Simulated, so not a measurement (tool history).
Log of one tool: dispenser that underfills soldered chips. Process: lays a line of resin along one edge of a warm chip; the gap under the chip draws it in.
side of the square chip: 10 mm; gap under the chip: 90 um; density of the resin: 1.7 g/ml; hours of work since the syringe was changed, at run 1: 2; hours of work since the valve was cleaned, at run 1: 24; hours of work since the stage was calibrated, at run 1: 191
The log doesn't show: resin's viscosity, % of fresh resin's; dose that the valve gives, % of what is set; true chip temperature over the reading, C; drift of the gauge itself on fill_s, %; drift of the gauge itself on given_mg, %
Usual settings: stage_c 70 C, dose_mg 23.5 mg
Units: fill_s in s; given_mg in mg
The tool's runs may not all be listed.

run	hour	stage_c	dose_mg	hours of work since the syringe was changed	hours of work since the valve was cleaned	hours of work since the stage was calibrated	fill_s	given_mg
1	0.0	70	23.5	2	24	191	72.3	23.02
# hour 6.3: new syringe of resin
2	8.6	66	23.5	2	30	197	77.1	22.89
# hour 15.5: new syringe of resin
3	18.1	70	25.1	2	37	204	68.4	24.06
# hour 24.9: new syringe of resin
4	27.5	70	25.1	2	43	210	68.1	24.21
5	32.1	70	21.1	5	47	213	95.3	20.21
# hour 34.8: new syringe of resin
6	36.4	70	22.2	1	50	216	65.1	21.15
7	41.6	70	23.5	5	53	220	89.5	22.27
# hour 44.0: new syringe of resin
8	49.3	70	23.5	4	58	225	84.0	22.45
# hour 53.7: new syringe of resin
9	56.1	70	26.4	2	63	230	67.5	25.25
10	62.1	70	26.4	6	67	234	97.3	24.80
# hour 63.2: new syringe of resin
11	71.6	70	26.4	6	74	241	100.1	24.71
# hour 72.8: new syringe of resin
12	79.2	70	26.4	5	79	246	89.4	24.58
# hour 82.0: new syringe of resin
13	86.6	70	26.4	3	84	251	77.8	24.25
14	90.6	70	26.4	6	87	254	101.5	24.41
# hour 91.7: new syringe of resin
15	95.0	70	26.4	2	90	257	68.8	24.05
# hour 100.9: new syringe of resin
16	102.9	60	21.2	1	95	262	93.1	19.39
17	109.2	74	26.4	6	100	267	88.5	23.99
# hour 110.1: new syringe of resin
18	113.5	85	22.2	2	103	269	48.3	19.99
# hour 119.3: new syringe of resin
19	119.3	85	22.2	0	107	273	37.8	20.04
20	123.4	65	23.5	3	110	276	89.2	21.21
# hour 128.8: new syringe of resin
21	132.6	63	29.2	3	116	283	92.2	26.02
# hour 135.8: dispensing valve cleaned and set on the balance
# hour 139.5: new syringe of resin
22	140.7	77	29.2	1	3	288	50.9	29.11
# hour 148.9: new syringe of resin
23	150.7	77	29.2	1	10	294	51.6	29.06
24	155.7	66	24.5	5	14	298	102.3	24.17
# hour 158.4: new syringe of resin
25	164.3	63	22.5	4	20	304	106.4	22.18
# hour 167.8: new syringe of resin
26	168.7	57	26.2	1	23	307	94.6	25.51
27	175.9	57	26.2	6	28	312	147.4	25.41
# hour 177.5: new syringe of resin
28	183.9	61	23.8	5	33	318	117.5	23.03
# hour 186.7: new syringe of resin
29	193.0	65	24.5	4	40	324	101.5	23.41
# hour 196.3: new syringe of resin
30	200.5	65	24.5	3	45	329	92.3	23.38

Forecast each of these 3 alternatives for the next run:
# hour 206.0: new syringe of resin
A	206.9	80	23.5	1	49	333	?	?
# hour 206.0: new syringe of resin
B	206.9	58	25.2	1	49	333	?	?
# hour 206.0: new syringe of resin
C	206.9	78	25.3	1	49	333	?	?

run	fill_s	given_mg
A	47.4	22.33
B	95.1	23.93
C	50.0	24.16
Without the tool's hidden state the same runs would have given:
run	fill_s	given_mg
A	42.8	23.45
B	85.9	25.14
C	45.3	25.37
